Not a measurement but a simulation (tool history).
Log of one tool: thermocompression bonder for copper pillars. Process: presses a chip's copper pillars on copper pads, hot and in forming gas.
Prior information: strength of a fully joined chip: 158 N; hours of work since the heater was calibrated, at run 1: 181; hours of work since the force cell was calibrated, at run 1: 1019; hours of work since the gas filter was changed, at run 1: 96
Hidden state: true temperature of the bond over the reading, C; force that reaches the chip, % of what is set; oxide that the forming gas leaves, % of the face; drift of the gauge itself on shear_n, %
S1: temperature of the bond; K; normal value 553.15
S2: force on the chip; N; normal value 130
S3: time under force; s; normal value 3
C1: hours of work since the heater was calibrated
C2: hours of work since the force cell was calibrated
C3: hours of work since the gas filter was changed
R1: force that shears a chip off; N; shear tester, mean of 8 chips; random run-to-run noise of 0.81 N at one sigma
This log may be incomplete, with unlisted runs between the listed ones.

Run 1, hour 0: usual settings; C1 181; C2 1019; C3 96. Result: R1 58.9 N.
Run 2, hour 80.1: usual settings but S3 2 s; C1 230; C2 1068; C3 145. Result: R1 49.3 N.
Run 3, hour 144.1: usual settings but S3 2 s; C1 269; C2 1108; C3 185. Result: R1 48.7 N.
Run 4, hour 199.3: usual settings but S3 2 s; C1 303; C2 1141; C3 218. Result: R1 48.1 N.
Run 5, hour 272.6: usual settings but S3 2 s; C1 347; C2 1186; C3 263. Result: R1 48.1 N.
Run 6, hour 362.2: usual settings but S3 2 s; C1 402; C2 1241; C3 318. Result: R1 48.1 N.
At hour 397.8: forming gas filter changed.
Run 7, hour 405.9: usual settings but S2 128 N; C1 429; C2 1268; C3 5. Result: R1 56.1 N.
Run 8, hour 493.5: usual settings but S2 84 N; C1 483; C2 1321; C3 59. Result: R1 35.9 N.
Run 9, hour 546.3: usual settings but S2 84 N; C1 515; C2 1354; C3 91. Result: R1 35.4 N.
Run 10, hour 605.7: usual settings but S2 84 N; C1 551; C2 1390; C3 127. Result: R1 35.5 N.
Run 11, hour 689.8: usual settings but S2 84 N; C1 603; C2 1442; C3 179. Result: R1 34.7 N.
Run 12, hour 781.3: usual settings but S2 84 N; C1 659; C2 1498; C3 235. Result: R1 34.3 N.
Run 13, hour 855: usual settings; C1 704; C2 1543; C3 280. Result: R1 53.3 N.
Run 14, hour 945.9: usual settings; C1 760; C2 1598; C3 336. Result: R1 52.9 N.
At hour 954: forming gas filter changed.
Run 15, hour 1022.9: usual settings but S1 534.15 K; C1 806; C2 1645; C3 42. Result: R1 41.4 N.
Run 16, hour 1091.5: usual settings but S3 4 s; C1 848; C2 1687; C3 84. Result: R1 61.2 N.
Run 17, hour 1186.5: usual settings but S1 531.15 K; C1 907; C2 1745; C3 142. Result: R1 38.4 N.
At hour 1255.6: force cell calibrated.
Run 18, hour 1257.2: usual settings but S1 531.15 K; C1 949; C2 1; C3 185. Result: R1 41.2 N.
Run 19, hour 1310.7: usual settings but S1 561.15 K, S2 81 N, S3 8 s; C1 982; C2 34; C3 218. Result: R1 58.1 N.
Run 20, hour 1357.6: usual settings but S1 535.15 K, S2 138 N, S3 2 s; C1 1011; C2 62; C3 246. Result: R1 39.3 N.
Run 21, hour 1451.3: usual settings but S1 563.15 K, S2 172 N, S3 9 s; C1 1068; C2 120; C3 304. Result: R1 110.8 N.
At hour 1511.2: forming gas filter changed.
Run 22, hour 1535.1: usual settings but S1 563.15 K, S2 172 N, S3 9 s; C1 1119; C2 171; C3 15. Result: R1 114.6 N.
Run 23, hour 1600.3: usual settings but S1 563.15 K, S2 172 N, S3 9 s; C1 1159; C2 211; C3 55. Result: R1 114.7 N.
Run 24, hour 1666.3: usual settings but S1 563.15 K, S2 172 N, S3 9 s; C1 1199; C2 251; C3 95. Result: R1 114.8 N.
Run 25, hour 1735.5: usual settings but S1 563.15 K, S2 172 N, S3 9 s; C1 1242; C2 294; C3 137. Result: R1 113.2 N.
Run 26, hour 1836.7: usual settings but S1 563.15 K, S2 172 N, S3 7 s; C1 1304; C2 356; C3 199. Result: R1 103.6 N.
At hour 1881.3: heater calibrated with a thermocouple chip.
Run 27, hour 1939.5: usual settings but S1 563.15 K, S2 172 N, S3 7 s; C1 36; C2 417; C3 261. Result: R1 109.7 N.
Run 28, hour 2024.6: usual settings but S1 577.15 K, S2 135 N; C1 88; C2 469; C3 313. Result: R1 83.1 N.
At hour 2068.3: forming gas filter changed.
Run 29, hour 2096.3: usual settings but S1 577.15 K, S2 135 N; C1 131; C2 513; C3 17. Result: R1 83.9 N.

Here are 3 independent what-if runs from the current tool condition. What would each one return?
Run A, hour 2199.1: usual settings but S1 577.15 K, S2 192 N; C1 194; C2 576; C3 80. Result: R1 ?.
Run B, hour 2199.1: usual settings but S1 577.15 K, S2 135 N, S3 2 s; C1 194; C2 576; C3 80. Result: R1 ?.
Run C, hour 2199.1: usual settings but S1 524.15 K, S2 97 N; C1 194; C2 576; C3 80. Result: R1 ?.

run    R1
  A   109
  B  72.2
  C  28.6
With no hidden state in the tool, these same runs would have given:
run     R1
  A  113.7
  B   76.1
  C   30.6
